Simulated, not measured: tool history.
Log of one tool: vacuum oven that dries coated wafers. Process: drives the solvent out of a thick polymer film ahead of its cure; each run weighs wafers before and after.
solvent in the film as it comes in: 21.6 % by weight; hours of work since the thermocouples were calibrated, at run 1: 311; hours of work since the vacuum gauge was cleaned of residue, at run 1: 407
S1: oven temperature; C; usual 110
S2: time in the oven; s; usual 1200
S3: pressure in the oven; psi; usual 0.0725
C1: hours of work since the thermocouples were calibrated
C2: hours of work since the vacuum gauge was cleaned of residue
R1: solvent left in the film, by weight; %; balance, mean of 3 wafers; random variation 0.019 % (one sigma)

run 1 hour=0.0 | S1=110 S2=1200 S3=0.0725 | C1=311 C2=407 | R1=1.13
run 2 hour=17.5 | S1=121 S2=1200 S3=0.0725 | C1=324 C2=420 | R1=0.39
run 3 hour=41.1 | S1=112 S2=1200 S3=0.0725 | C1=340 C2=436 | R1=0.92
run 4 hour=53.7 | S1=112 S2=1200 S3=0.0725 | C1=349 C2=445 | R1=0.95
run 5 hour=72.4 | S1=112 S2=1920 S3=0.0725 | C1=362 C2=458 | R1=0.42
run 6 hour=84.7 | S1=110 S2=1200 S3=0.0725 | C1=371 C2=467 | R1=1.14
run 7 hour=110.4 | S1=110 S2=1200 S3=0.0725 | C1=389 C2=485 | R1=1.17
run 8 hour=138.6 | S1=110 S2=1200 S3=0.0725 | C1=409 C2=505 | R1=1.14
run 9 hour=161.7 | S1=110 S2=1200 S3=0.0725 | C1=425 C2=521 | R1=1.16
run 10 hour=189.4 | S1=110 S2=1200 S3=0.0725 | C1=444 C2=540 | R1=1.17
run 11 hour=203.4 | S1=110 S2=1200 S3=0.0763 | C1=454 C2=550 | R1=1.17
run 12 hour=217.3 | S1=99 S2=1200 S3=0.0725 | C1=464 C2=560 | R1=3.18
run 13 hour=232.7 | S1=99 S2=1200 S3=0.0725 | C1=475 C2=570 | R1=3.12
run 14 hour=251.8 | S1=99 S2=1200 S3=0.0725 | C1=488 C2=584 | R1=3.15
run 15 hour=280.9 | S1=99 S2=1200 S3=0.0725 | C1=508 C2=604 | R1=3.16
run 16 hour=308.6 | S1=99 S2=1200 S3=0.0725 | C1=528 C2=624 | R1=3.11
run 17 hour=337.1 | S1=99 S2=1200 S3=0.0725 | C1=548 C2=644 | R1=3.17
run 18 hour=363.4 | S1=99 S2=1200 S3=0.0725 | C1=566 C2=662 | R1=3.17
run 19 hour=390.9 | S1=99 S2=1200 S3=0.0725 | C1=585 C2=681 | R1=3.17
run 20 hour=419.1 | S1=115 S2=840 S3=0.0925 | C1=605 C2=701 | R1=1.63
run 21 hour=444.1 | S1=115 S2=780 S3=0.2361 | C1=623 C2=719 | R1=2.33
run 22 hour=465.5 | S1=103 S2=780 S3=0.1311 | C1=638 C2=734 | R1=4.74
run 23 hour=482.6 | S1=117 S2=900 S3=0.0901 | C1=650 C2=746 | R1=1.17
run 24 hour=502.0 | S1=117 S2=900 S3=0.0901 | C1=663 C2=759 | R1=1.19
run 25 hour=527.2 | S1=110 S2=1200 S3=0.1633 | C1=681 C2=777 | R1=1.58
run 26 hour=549.1 | S1=120 S2=1740 S3=0.0776 | C1=696 C2=792 | R1=0.29
run 27 hour=564.1 | S1=99 S2=600 S3=0.0725 | C1=707 C2=803 | R1=7.35
run 28 hour=593.0 | S1=110 S2=1560 S3=0.0773 | C1=727 C2=823 | R1=0.73
run 29 hour=618.6 | S1=110 S2=1140 S3=0.0773 | C1=745 C2=841 | R1=1.37
run 30 hour=646.5 | S1=110 S2=1140 S3=0.0773 | C1=764 C2=860 | R1=1.38
-- hour=669.0 oven's thermocouples calibrated
run 31 hour=675.6 | S1=110 S2=1140 S3=0.0773 | C1=5 C2=879 | R1=1.33
run 32 hour=703.0 | S1=120 S2=900 S3=0.0586 | C1=24 C2=899 | R1=0.75
run 33 hour=730.7 | S1=109 S2=840 S3=0.1086 | C1=43 C2=918 | R1=2.70

How the hidden state differs across the entries between the runs, from the last listed run before each to the first after it:
Between runs 30 and 31: oven's thermocouples calibrated (hour 669.0)
  true wafer temperature over the reading, C: -0.44 -> -0.05; true pressure over the reading, kPa: 0.108 -> 0.111
  measured less the result without the state, R1: +0.12 -> +0.07 %
